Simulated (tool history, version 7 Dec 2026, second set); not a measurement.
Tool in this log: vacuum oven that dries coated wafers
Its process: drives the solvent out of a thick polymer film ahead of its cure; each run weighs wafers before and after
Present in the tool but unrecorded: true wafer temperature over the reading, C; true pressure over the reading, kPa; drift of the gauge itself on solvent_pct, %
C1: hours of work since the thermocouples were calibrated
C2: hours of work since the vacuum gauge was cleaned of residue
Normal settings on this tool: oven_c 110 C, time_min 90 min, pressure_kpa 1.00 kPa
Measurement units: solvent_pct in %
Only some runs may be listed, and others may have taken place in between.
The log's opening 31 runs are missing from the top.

run 32 day=15.775 | oven_c=120 time_min=90 pressure_kpa=1.00 | C1=1131 C2=17 | solvent_pct=0.74
run 33 day=16.117 | oven_c=109 time_min=77 pressure_kpa=1.00 | C1=1137 C2=23 | solvent_pct=2.84
run 34 day=16.829 | oven_c=114 time_min=90 pressure_kpa=1.00 | C1=1149 C2=35 | solvent_pct=1.33
run 35 day=17.412 | oven_c=114 time_min=108 pressure_kpa=1.00 | C1=1159 C2=45 | solvent_pct=1.00
run 36 day=17.821 | oven_c=101 time_min=141 pressure_kpa=3.13 | C1=1165 C2=52 | solvent_pct=4.34
run 37 day=18.371 | oven_c=100 time_min=84 pressure_kpa=3.25 | C1=1175 C2=61 | solvent_pct=6.93
run 38 day=18.725 | oven_c=100 time_min=84 pressure_kpa=3.25 | C1=1181 C2=67 | solvent_pct=6.90
-- day=18.896 vacuum gauge cleaned of residue and calibrated, once more
run 39 day=19.150 | oven_c=99 time_min=48 pressure_kpa=2.60 | C1=1187 C2=4 | solvent_pct=9.43
run 40 day=19.633 | oven_c=103 time_min=47 pressure_kpa=2.15 | C1=1195 C2=13 | solvent_pct=7.90
run 41 day=19.975 | oven_c=100 time_min=141 pressure_kpa=0.58 | C1=1201 C2=18 | solvent_pct=2.41
run 42 day=20.292 | oven_c=103 time_min=94 pressure_kpa=0.82 | C1=1206 C2=24 | solvent_pct=3.50
run 43 day=20.771 | oven_c=122 time_min=90 pressure_kpa=2.29 | C1=1215 C2=32 | solvent_pct=1.03
run 44 day=21.417 | oven_c=106 time_min=46 pressure_kpa=3.70 | C1=1226 C2=43 | solvent_pct=7.60
run 45 day=21.829 | oven_c=116 time_min=58 pressure_kpa=0.83 | C1=1233 C2=50 | solvent_pct=1.96
run 46 day=22.283 | oven_c=97 time_min=80 pressure_kpa=0.83 | C1=1240 C2=58 | solvent_pct=6.46

Predict each of these 4 candidate next runs independently; none follows another, all start after run 46:
run A day=22.692 | oven_c=110 time_min=136 pressure_kpa=1.00 | C1=1247 C2=65 | solvent_pct=?
run B day=22.692 | oven_c=115 time_min=58 pressure_kpa=3.91 | C1=1247 C2=65 | solvent_pct=?
run C day=22.692 | oven_c=122 time_min=77 pressure_kpa=1.66 | C1=1247 C2=65 | solvent_pct=?
run D day=22.692 | oven_c=104 time_min=127 pressure_kpa=0.52 | C1=1247 C2=65 | solvent_pct=?

run=A solvent_pct=0.97
run=B solvent_pct=3.60
run=C solvent_pct=0.89
run=D solvent_pct=1.78
Take away the tool's hidden state, keep each run's random variation, and the runs would have read:
run=A solvent_pct=1.21
run=B solvent_pct=4.21
run=C solvent_pct=1.06
run=D solvent_pct=2.30

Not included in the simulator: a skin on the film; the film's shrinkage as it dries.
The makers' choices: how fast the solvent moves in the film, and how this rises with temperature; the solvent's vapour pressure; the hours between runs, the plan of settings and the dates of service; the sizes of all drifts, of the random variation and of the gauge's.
